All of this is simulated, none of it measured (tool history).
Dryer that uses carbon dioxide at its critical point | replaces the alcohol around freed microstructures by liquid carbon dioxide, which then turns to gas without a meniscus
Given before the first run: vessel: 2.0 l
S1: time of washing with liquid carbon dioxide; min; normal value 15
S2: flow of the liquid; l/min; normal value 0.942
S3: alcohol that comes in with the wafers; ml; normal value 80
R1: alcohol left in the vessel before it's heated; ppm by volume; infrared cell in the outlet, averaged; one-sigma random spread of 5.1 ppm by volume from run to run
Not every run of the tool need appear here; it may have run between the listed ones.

{"run": 1, "hour": 0.0, "S1": 15, "S2": 0.942, "S3": 80, "R1": 90}
{"run": 2, "hour": 7.7, "S1": 15, "S2": 0.942, "S3": 80, "R1": 95}
{"run": 3, "hour": 16.4, "S1": 15, "S2": 0.942, "S3": 80, "R1": 85}
{"run": 4, "hour": 26.1, "S1": 15, "S2": 0.942, "S3": 80, "R1": 88}
{"run": 5, "hour": 34.9, "S1": 15, "S2": 0.942, "S3": 80, "R1": 100}
{"run": 6, "hour": 42.1, "S1": 15, "S2": 0.942, "S3": 80, "R1": 104}
{"run": 7, "hour": 48.5, "S1": 15, "S2": 0.942, "S3": 80, "R1": 96}
{"run": 8, "hour": 63.0, "S1": 15, "S2": 0.942, "S3": 80, "R1": 111}
{"run": 9, "hour": 69.5, "S1": 15, "S2": 0.942, "S3": 42, "R1": 59}
{"run": 10, "hour": 79.3, "S1": 15, "S2": 0.942, "S3": 42, "R1": 77}
{"run": 11, "hour": 86.6, "S1": 15, "S2": 0.942, "S3": 42, "R1": 74}
{"run": 12, "hour": 102.0, "S1": 15, "S2": 0.942, "S3": 73, "R1": 115}
{"run": 13, "hour": 116.6, "S1": 15, "S2": 0.942, "S3": 80, "R1": 125}
{"run": 14, "hour": 128.9, "S1": 9, "S2": 0.942, "S3": 80, "R1": 1140}
{"run": 15, "hour": 140.0, "S1": 9, "S2": 0.942, "S3": 80, "R1": 1221}
{"run": 16, "hour": 149.7, "S1": 9, "S2": 0.942, "S3": 80, "R1": 1196}
{"run": 17, "hour": 160.9, "S1": 15, "S2": 1.534, "S3": 74, "R1": 30}
{"run": 18, "hour": 172.0, "S1": 10, "S2": 1.534, "S3": 22, "R1": 53}
{"run": 19, "hour": 186.7, "S1": 17, "S2": 1.45, "S3": 20, "R1": 33}
{"run": 20, "hour": 201.8, "S1": 17, "S2": 1.48, "S3": 108, "R1": 41}
{"run": 21, "hour": 208.0, "S1": 11, "S2": 0.599, "S3": 30, "R1": 1037}
{"run": 22, "hour": 216.0, "S1": 11, "S2": 0.599, "S3": 30, "R1": 1052}
{"run": 23, "hour": 223.7, "S1": 11, "S2": 0.599, "S3": 30, "R1": 1078}
{"run": 24, "hour": 238.6, "S1": 14, "S2": 1.527, "S3": 99, "R1": 47}
{"hour": 247.6, "done": "inlet filter changed"}
{"run": 25, "hour": 251.3, "S1": 14, "S2": 1.527, "S3": 99, "R1": 35}
{"run": 26, "hour": 263.2, "S1": 15, "S2": 1.303, "S3": 80, "R1": 47}

Run 27 has not been measured yet. What should we expect?
{"run": 27, "hour": 273.3, "S1": 15, "S2": 1.303, "S3": 80, "R1": "?"}

R1: 48 ppm by volume
Were there no unlogged condition in the tool, this run, its random variation unchanged, would have produced R1 11 ppm by volume.
